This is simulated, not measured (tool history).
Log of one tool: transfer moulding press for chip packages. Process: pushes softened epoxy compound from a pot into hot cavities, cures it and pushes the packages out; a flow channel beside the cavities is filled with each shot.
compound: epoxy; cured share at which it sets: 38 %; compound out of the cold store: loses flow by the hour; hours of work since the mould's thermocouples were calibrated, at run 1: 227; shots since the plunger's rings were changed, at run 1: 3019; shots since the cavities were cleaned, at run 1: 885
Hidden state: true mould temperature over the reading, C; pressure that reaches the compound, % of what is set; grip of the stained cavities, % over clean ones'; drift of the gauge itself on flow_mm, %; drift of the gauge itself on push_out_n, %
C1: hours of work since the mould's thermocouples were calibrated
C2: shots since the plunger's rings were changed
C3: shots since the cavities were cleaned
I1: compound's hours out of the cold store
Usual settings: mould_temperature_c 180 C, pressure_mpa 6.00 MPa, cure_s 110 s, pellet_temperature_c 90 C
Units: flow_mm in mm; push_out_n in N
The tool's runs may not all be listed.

Run 1, hour 0.0: usual settings; C1 227; C2 3019; C3 885; I1 16.7. Result: flow_mm 799 mm, push_out_n 437 N.
At hour 2.3: cavities cleaned with cleaning compound and waxed.
Run 2, hour 9.9: usual settings; C1 233; C2 3115; C3 87; I1 39.1. Result: flow_mm 733 mm, push_out_n 426 N.
Run 3, hour 18.1: usual settings; C1 239; C2 3211; C3 183; I1 20.5. Result: flow_mm 787 mm, push_out_n 427 N.
Run 4, hour 27.7: usual settings; C1 246; C2 3321; C3 293; I1 19.0. Result: flow_mm 790 mm, push_out_n 436 N.
Run 5, hour 33.0: usual settings; C1 250; C2 3382; C3 354; I1 29.1. Result: flow_mm 757 mm, push_out_n 441 N.
Run 6, hour 38.2: usual settings; C1 253; C2 3441; C3 413; I1 13.0. Result: flow_mm 813 mm, push_out_n 473 N.
Run 7, hour 45.2: usual settings; C1 258; C2 3521; C3 493; I1 13.2. Result: flow_mm 813 mm, push_out_n 437 N.
Run 8, hour 53.5: usual settings; C1 264; C2 3617; C3 589; I1 12.7. Result: flow_mm 811 mm, push_out_n 450 N.
Run 9, hour 63.9: usual settings; C1 272; C2 3737; C3 709; I1 33.7. Result: flow_mm 747 mm, push_out_n 426 N.
Run 10, hour 72.9: usual settings; C1 279; C2 3840; C3 812; I1 24.1. Result: flow_mm 778 mm, push_out_n 435 N.
Run 11, hour 78.2: usual settings; C1 282; C2 3900; C3 872; I1 39.4. Result: flow_mm 727 mm, push_out_n 441 N.
At hour 81.5: cavities cleaned with cleaning compound and waxed.
Run 12, hour 89.8: usual settings; C1 290; C2 4017; C3 96; I1 42.7. Result: flow_mm 721 mm, push_out_n 428 N.
Run 13, hour 98.2: usual settings but mould_temperature_c 174 C; C1 296; C2 4114; C3 193; I1 9.9. Result: flow_mm 834 mm, push_out_n 560 N.
Run 14, hour 105.5: usual settings but mould_temperature_c 174 C; C1 301; C2 4198; C3 277; I1 30.3. Result: flow_mm 770 mm, push_out_n 555 N.
Run 15, hour 111.5: usual settings but mould_temperature_c 172 C, pressure_mpa 6.37 MPa, cure_s 107 s, pellet_temperature_c 87 C; C1 306; C2 4266; C3 345; I1 24.7. Result: flow_mm 818 mm, push_out_n 673 N.
Run 16, hour 120.3: usual settings but mould_temperature_c 181 C, pressure_mpa 6.37 MPa, cure_s 107 s, pellet_temperature_c 83 C; C1 312; C2 4367; C3 446; I1 16.1. Result: flow_mm 821 mm, push_out_n 444 N.

Forecast run 17:
Run 17, hour 129.9: usual settings but mould_temperature_c 181 C, pressure_mpa 6.37 MPa, cure_s 107 s, pellet_temperature_c 83 C; C1 319; C2 4477; C3 556; I1 24.0. Result: flow_mm ?, push_out_n ?.

{"run 17": {"flow_mm": 795, "push_out_n": 432}}
Without the tool's hidden state the same run would have given flow_mm 795 mm, push_out_n 429 N.
